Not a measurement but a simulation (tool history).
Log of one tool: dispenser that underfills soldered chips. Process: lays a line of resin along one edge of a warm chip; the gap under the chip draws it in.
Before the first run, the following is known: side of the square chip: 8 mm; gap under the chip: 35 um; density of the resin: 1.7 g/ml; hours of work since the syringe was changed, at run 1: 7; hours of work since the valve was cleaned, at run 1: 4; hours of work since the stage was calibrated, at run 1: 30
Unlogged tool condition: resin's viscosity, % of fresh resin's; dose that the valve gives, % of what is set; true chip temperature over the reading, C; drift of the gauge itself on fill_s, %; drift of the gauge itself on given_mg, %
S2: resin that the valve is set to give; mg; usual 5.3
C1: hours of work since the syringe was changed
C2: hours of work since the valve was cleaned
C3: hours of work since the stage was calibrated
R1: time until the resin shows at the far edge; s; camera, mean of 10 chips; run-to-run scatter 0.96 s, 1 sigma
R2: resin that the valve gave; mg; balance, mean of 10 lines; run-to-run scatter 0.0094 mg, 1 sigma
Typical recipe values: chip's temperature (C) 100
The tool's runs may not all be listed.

run 1 day=0 | chip's_temperature_(C)=100 S2=5.3 | C1=7 C2=4 C3=30 | R1=134.5 R2=5.304
run 2 day=0.258 | chip's_temperature_(C)=100 S2=5.34 | C1=11 C2=8 C3=34 | R1=171.4 R2=5.337
-- day=0.308 new syringe of resin
run 3 day=0.496 | chip's_temperature_(C)=100 S2=6.17 | C1=3 C2=11 C3=38 | R1=106.7 R2=6.163
run 4 day=0.817 | chip's_temperature_(C)=100 S2=5.3 | C1=7 C2=16 C3=42 | R1=146.2 R2=5.287
run 5 day=1.046 | chip's_temperature_(C)=100 S2=5.3 | C1=11 C2=19 C3=46 | R1=176.7 R2=5.269
-- day=1.092 new syringe of resin
run 6 day=1.308 | chip's_temperature_(C)=100 S2=5.3 | C1=3 C2=23 C3=49 | R1=113.4 R2=5.293
run 7 day=1.654 | chip's_temperature_(C)=100 S2=5.3 | C1=8 C2=28 C3=54 | R1=154.4 R2=5.264
-- day=1.858 new syringe of resin
run 8 day=1.962 | chip's_temperature_(C)=100 S2=5.3 | C1=2 C2=32 C3=59 | R1=103.3 R2=5.262
run 9 day=2.242 | chip's_temperature_(C)=100 S2=5.3 | C1=6 C2=37 C3=63 | R1=133.7 R2=5.248
run 10 day=2.408 | chip's_temperature_(C)=100 S2=5.3 | C1=8 C2=39 C3=65 | R1=149.5 R2=5.255
-- day=2.567 dispensing valve cleaned and set on the balance
-- day=2.667 new syringe of resin
run 11 day=2.788 | chip's_temperature_(C)=89 S2=6.32 | C1=2 C2=3 C3=70 | R1=163.1 R2=6.318
run 12 day=3.004 | chip's_temperature_(C)=100 S2=6.19 | C1=5 C2=6 C3=73 | R1=120.6 R2=6.191
run 13 day=3.342 | chip's_temperature_(C)=100 S2=6.19 | C1=10 C2=11 C3=78 | R1=164.1 R2=6.172
-- day=3.458 new syringe of resin
run 14 day=3.6 | chip's_temperature_(C)=100 S2=6.19 | C1=2 C2=15 C3=82 | R1=102.2 R2=6.164
run 15 day=3.912 | chip's_temperature_(C)=113 S2=6.05 | C1=7 C2=19 C3=86 | R1=79.4 R2=6.036
run 16 day=4.121 | chip's_temperature_(C)=113 S2=6.05 | C1=10 C2=22 C3=90 | R1=97.3 R2=6.031
-- day=4.225 new syringe of resin
run 17 day=4.358 | chip's_temperature_(C)=109 S2=6.05 | C1=2 C2=26 C3=93 | R1=74 R2=6.032
run 18 day=4.604 | chip's_temperature_(C)=96 S2=6.05 | C1=6 C2=29 C3=96 | R1=150.8 R2=6
run 19 day=4.904 | chip's_temperature_(C)=90 S2=6.14 | C1=10 C2=34 C3=101 | R1=254.8 R2=6.095

Pick out some run-to-run changes in R1. Of each, how much would a tool without hidden state show as well, from the settings, what came in and chance, and how much is left for the hidden state and any gauge scatter not in both results compared?
Run 18 -> 19: chip's temperature (C) 96 -> 90, S2 6.05 -> 6.14. R1 +104 s: hidden state +72.6, all else +31.4.
